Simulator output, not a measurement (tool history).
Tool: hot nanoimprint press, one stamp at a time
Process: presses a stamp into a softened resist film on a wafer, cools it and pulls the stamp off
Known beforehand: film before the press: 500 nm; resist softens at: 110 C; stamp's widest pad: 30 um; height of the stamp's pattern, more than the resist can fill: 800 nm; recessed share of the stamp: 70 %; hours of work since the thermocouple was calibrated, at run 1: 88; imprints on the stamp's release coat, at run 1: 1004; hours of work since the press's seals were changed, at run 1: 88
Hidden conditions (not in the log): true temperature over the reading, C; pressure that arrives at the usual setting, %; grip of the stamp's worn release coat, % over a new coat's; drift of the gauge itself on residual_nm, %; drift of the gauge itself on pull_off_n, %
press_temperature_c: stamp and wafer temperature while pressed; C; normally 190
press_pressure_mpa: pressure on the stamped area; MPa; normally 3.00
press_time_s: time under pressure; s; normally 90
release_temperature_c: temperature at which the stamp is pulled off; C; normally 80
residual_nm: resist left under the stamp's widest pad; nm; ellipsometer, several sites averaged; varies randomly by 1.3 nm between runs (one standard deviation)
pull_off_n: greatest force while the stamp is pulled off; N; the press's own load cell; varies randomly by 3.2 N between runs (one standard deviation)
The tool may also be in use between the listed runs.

| run | day | press_temperature_c | press_pressure_mpa | press_time_s | release_temperature_c | hours of work since the thermocouple was calibrated | imprints on the stamp's release coat | hours of work since the press's seals were changed | residual_nm | pull_off_n |
|---|---|---|---|---|---|---|---|---|---|---|
| 1 | 0.000 | 190 | 3.00 | 90 | 80 | 88 | 1004 | 88 | 225.6 | 152 |
| 2 | 0.504 | 190 | 3.00 | 90 | 83 | 97 | 1060 | 97 | 225.8 | 140 |
| 3 | 1.150 | 190 | 3.00 | 90 | 83 | 109 | 1131 | 109 | 225.1 | 134 |
| 4 | 1.842 | 190 | 3.00 | 90 | 80 | 122 | 1207 | 122 | 224.5 | 151 |
| 5 | 2.183 | 190 | 3.00 | 90 | 80 | 128 | 1245 | 128 | 226.0 | 154 |
| 6 | 2.517 | 190 | 3.00 | 90 | 80 | 134 | 1281 | 134 | 226.4 | 149 |
| 7 | 3.229 | 190 | 3.00 | 90 | 80 | 147 | 1360 | 147 | 223.7 | 153 |
| 8 | 3.638 | 190 | 3.00 | 90 | 80 | 154 | 1405 | 154 | 225.0 | 153 |
|  | 3.950 | stamp cleaned and given a new release coat |
| 9 | 4.638 | 190 | 3.62 | 90 | 75 | 168 | 76 | 168 | 206.0 | 171 |
| 10 | 5.279 | 190 | 3.62 | 90 | 75 | 180 | 146 | 180 | 207.0 | 172 |
| 11 | 5.721 | 190 | 3.62 | 90 | 75 | 188 | 195 | 188 | 205.8 | 169 |
| 12 | 6.271 | 190 | 3.62 | 90 | 75 | 198 | 256 | 198 | 207.9 | 173 |
| 13 | 6.650 | 190 | 2.33 | 90 | 77 | 205 | 298 | 205 | 250.3 | 168 |
| 14 | 7.125 | 195 | 2.80 | 68 | 77 | 213 | 350 | 213 | 222.9 | 165 |
| 15 | 7.596 | 195 | 2.80 | 68 | 77 | 222 | 402 | 222 | 222.3 | 164 |

Forecast each of these 5 alternatives for the next run:
| A | 8.350 | 195 | 2.00 | 68 | 65 | 236 | 485 | 236 | ? | ? |
| B | 8.350 | 195 | 2.80 | 93 | 68 | 236 | 485 | 236 | ? | ? |
| C | 8.350 | 190 | 3.00 | 90 | 74 | 236 | 485 | 236 | ? | ? |
| D | 8.350 | 190 | 3.38 | 169 | 80 | 236 | 485 | 236 | ? | ? |
| E | 8.350 | 189 | 2.80 | 121 | 77 | 236 | 485 | 236 | ? | ? |

| run | residual_nm | pull_off_n |
|---|---|---|
| A | 258.1 | 206 |
| B | 198.2 | 202 |
| C | 223.9 | 176 |
| D | 167.1 | 154 |
| E | 215.2 | 163 |
What these runs would have given with no unlogged condition in the tool:
| run | residual_nm | pull_off_n |
|---|---|---|
| A | 258.3 | 205 |
| B | 198.4 | 201 |
| C | 224.1 | 176 |
| D | 167.3 | 154 |
| E | 215.5 | 162 |

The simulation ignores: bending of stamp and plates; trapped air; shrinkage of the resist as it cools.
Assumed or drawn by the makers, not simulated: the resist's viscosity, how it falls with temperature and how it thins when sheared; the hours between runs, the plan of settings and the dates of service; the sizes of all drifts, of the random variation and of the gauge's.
